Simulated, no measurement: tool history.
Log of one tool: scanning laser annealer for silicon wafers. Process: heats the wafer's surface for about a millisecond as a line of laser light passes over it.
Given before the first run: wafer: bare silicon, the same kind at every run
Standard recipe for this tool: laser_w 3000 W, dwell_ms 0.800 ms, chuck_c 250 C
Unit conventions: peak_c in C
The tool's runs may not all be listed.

run    hour  laser_w  dwell_ms  chuck_c  peak_c
  1     0.0     3000     0.800      250     957
  2    58.1     3000     0.800      250     952
  3   109.3     3000     0.597      250     847
  4   174.0     3000     0.800      250     950
  5   240.0     3000     0.800      250     946
  6   273.8     3000     0.800      250     948
  7   326.8     3000     0.800      250     944
  8   376.5     3000     0.800      250     944
  9   436.1     2915     0.800      250     918
 10   497.4     2915     0.800      250     918
 11   530.7     2915     0.800      250     918
 12   606.3     2915     0.948      250     983
 13   665.7     2915     0.948      250     982
 14   696.9     2915     0.948      250     980
 15   731.2     2915     0.948      250     978
 16   763.1     2915     0.948      250     982
 17   822.1     3000     0.800      250     933
 18   899.4     2765     0.800      250     876
      925.8  -- optics aligned, line set to its width
 19   941.7     2765     0.800      250     874
 20  1017.8     3000     0.800      286     971
 21  1064.7     3090     0.800      286     989
 22  1138.9     3090     0.800      286     987
 23  1200.9     3000     0.648      250     852
 24  1243.9     3000     0.648      250     851
 25  1289.8     3097     0.834      284     998
 26  1328.4     2971     0.800      255     923
 27  1371.2     2971     0.800      255     921
 28  1404.9     3000     0.972      222     971
 29  1445.6     3080     0.784      250     935
 30  1502.7     2863     0.699      250     842
     1547.4  -- window over the wafer cleaned
 31  1570.7     2863     0.566      225     781
 32  1607.0     3142     0.716      288     986
 33  1645.8     3267     0.716      253     981
 34  1702.3     3273     0.958      231    1085
 35  1752.8     2973     0.727      252     913
 36  1810.4     3013     0.672      248     888
 37  1852.6     2697     0.800      231     855
 38  1926.0     2945     0.664      226     847
 39  1984.5     2945     0.807      248     936

Alternative continuations, all from the tool just after run 39; predict every row:
  A  2044.6     3223     0.987      218       ?
  B  2044.6     3000     0.830      235       ?
  C  2044.6     3180     0.800      290       ?
  D  2044.6     2945     0.560      248       ?

run  peak_c
  A    1064
  B     948
  C    1032
  D     804
What these runs would have given with no unlogged condition in the tool:
run  peak_c
  A    1084
  B     964
  C    1049
  D     818

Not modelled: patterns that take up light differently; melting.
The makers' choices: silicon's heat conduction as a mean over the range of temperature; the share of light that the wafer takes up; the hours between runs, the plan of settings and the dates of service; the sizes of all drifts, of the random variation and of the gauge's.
